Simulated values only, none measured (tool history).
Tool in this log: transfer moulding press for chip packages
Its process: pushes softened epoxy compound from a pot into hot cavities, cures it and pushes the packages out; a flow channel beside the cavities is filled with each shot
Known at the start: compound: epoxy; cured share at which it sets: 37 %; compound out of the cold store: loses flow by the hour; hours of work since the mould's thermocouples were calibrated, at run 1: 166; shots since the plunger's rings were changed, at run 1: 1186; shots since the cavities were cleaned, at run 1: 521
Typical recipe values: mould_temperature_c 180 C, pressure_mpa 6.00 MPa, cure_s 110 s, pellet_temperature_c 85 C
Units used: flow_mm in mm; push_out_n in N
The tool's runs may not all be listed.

run,day,mould_temperature_c,pressure_mpa,cure_s,pellet_temperature_c,hours of work since the mould's thermocouples were calibrated,shots since the plunger's rings were changed,shots since the cavities were cleaned,incoming compound's hours out of the cold store,flow_mm,push_out_n
1,0.000,180,6.00,110,85,166,1186,521,21.4,806,517
2,0.467,180,6.00,110,86,171,1265,600,38.7,744,508
3,0.712,180,5.99,110,86,173,1307,642,14.4,830,572
4,1.258,180,5.99,110,86,179,1400,735,36.0,747,527
# day 1.750: cavities cleaned with cleaning compound and waxed
5,1.758,180,5.99,110,86,184,1474,2,38.8,745,317
6,2.042,180,5.99,110,86,187,1522,50,27.9,788,360
7,2.583,180,6.00,110,78,193,1614,142,33.2,759,415
8,2.838,184,6.00,110,85,195,1657,185,20.2,792,356
9,3.062,184,6.00,110,85,198,1696,224,20.4,782,361
10,3.433,184,6.00,110,85,202,1758,286,17.1,789,374
11,3.925,184,6.00,110,85,207,1841,369,33.8,740,385
12,4.429,180,6.00,110,84,213,1927,455,33.9,749,498
13,4.938,180,6.00,110,84,218,2013,541,22.8,796,541
14,5.217,180,6.00,110,84,221,2061,589,47.4,716,499
15,5.625,180,6.00,110,84,225,2130,658,47.0,703,530
16,6.167,176,6.00,110,84,231,2222,750,17.1,837,802
# day 6.562: cavities cleaned with cleaning compound and waxed
17,6.667,181,6.77,118,86,236,2296,17,21.5,836,306
18,6.900,180,5.26,146,83,238,2336,57,35.1,701,273
19,7.196,180,5.26,146,83,241,2386,107,25.3,717,295
20,7.604,180,5.26,146,83,246,2455,176,23.3,729,315
21,8.129,179,5.73,100,78,251,2544,265,23.1,764,608
22,8.508,177,6.00,110,85,256,2609,330,23.4,776,578
23,8.958,180,6.71,110,83,260,2685,406,29.3,793,509
24,9.300,174,5.99,122,94,264,2743,464,27.0,789,584
25,9.629,174,5.24,109,94,268,2799,520,31.2,725,773
26,10.046,174,5.24,109,94,272,2870,591,36.6,714,813
27,10.392,174,5.24,109,94,276,2928,649,27.2,734,825
28,10.796,174,5.24,145,94,280,2997,718,37.9,698,491

Alternative continuations, all from the tool just after run 28; predict every row:
A,11.088,174,5.24,110,94,283,3046,767,36.5,?,?
B,11.088,173,6.00,110,85,283,3046,767,13.2,?,?
C,11.088,180,6.00,110,84,283,3046,767,22.7,?,?

run,flow_mm,push_out_n
A,702,838
B,851,1011
C,775,568
Without the tool's unlogged condition, the same runs would have read:
run,flow_mm,push_out_n
A,750,512
B,910,619
C,829,345
